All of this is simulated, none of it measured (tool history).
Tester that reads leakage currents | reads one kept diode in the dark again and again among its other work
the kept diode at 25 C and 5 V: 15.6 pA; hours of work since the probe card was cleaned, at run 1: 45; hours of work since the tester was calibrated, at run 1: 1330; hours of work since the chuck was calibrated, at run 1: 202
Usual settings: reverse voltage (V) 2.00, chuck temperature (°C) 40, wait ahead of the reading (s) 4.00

run    hour  reverse voltage (V)  chuck temperature (°C)  wait ahead of the reading (s)  hours of work since the probe card was cleaned  hours of work since the tester was calibrated  hours of work since the chuck was calibrated  current that the tester gives (pA)
  1     0.0                 2.00                      40                           4.00                                              45                                           1330                                           202                               31.77
  2   100.2                 2.00                      40                           4.00                                              86                                           1371                                           243                               32.02
  3   247.0                 2.00                      57                           4.00                                             146                                           1431                                           303                              109.38
  4   320.6                 2.00                      57                           4.00                                             176                                           1461                                           333                              110.45
  5   420.0                 2.00                      57                           4.00                                             216                                           1502                                           374                              110.38
  6   542.3                 2.00                      57                           4.00                                             266                                           1552                                           424                              110.88
  7   627.4                 2.00                      40                           1.25                                             301                                           1587                                           459                               33.25
  8   703.8                 2.00                      27                           1.25                                             332                                           1618                                           490                               12.70
  9   836.1                 2.00                      27                           1.25                                             386                                           1672                                           544                               12.93
 10   936.7                 2.00                      58                           4.00                                             427                                           1713                                           585                              120.67
 11  1079.3                 2.00                      58                           4.00                                             486                                           1771                                           643                              120.48
 12  1166.3                 2.00                      58                           4.00                                             521                                           1807                                           679                              120.39
 13  1295.4                 2.00                      58                           4.00                                             574                                           1860                                           732                              121.35
 14  1411.7                 2.00                      40                           4.00                                             622                                           1907                                           779                               34.80
 15  1557.5                17.47                      40                           4.00                                             681                                           1967                                           839                              132.50
 16  1653.0                 2.00                      40                           4.00                                             720                                           2006                                           878                               34.95
 17  1806.0                 2.00                      40                           4.00                                             783                                           2068                                           940                               35.29
 18  1941.6                 2.00                      40                           4.00                                             838                                           2124                                           996                               35.57
 19  2024.7                 2.00                      40                           3.35                                             872                                           2158                                          1030                               35.68
 20  2122.0                 2.00                      40                           0.32                                             912                                           2197                                          1069                               36.95
 21  2192.6                 2.00                      40                           0.32                                             941                                           2226                                          1098                               37.10

Run 22 comes next. What will it give?
     2207.9  -- tester calibrated
 22  2268.8                 4.80                      50                           6.11                                             971                                             25                                          1129                                   ?

{"run 22": {"current that the tester gives (pA)": 122.46}}
Without the tool's hidden state the same run would have given current that the tester gives (pA) 107.75.
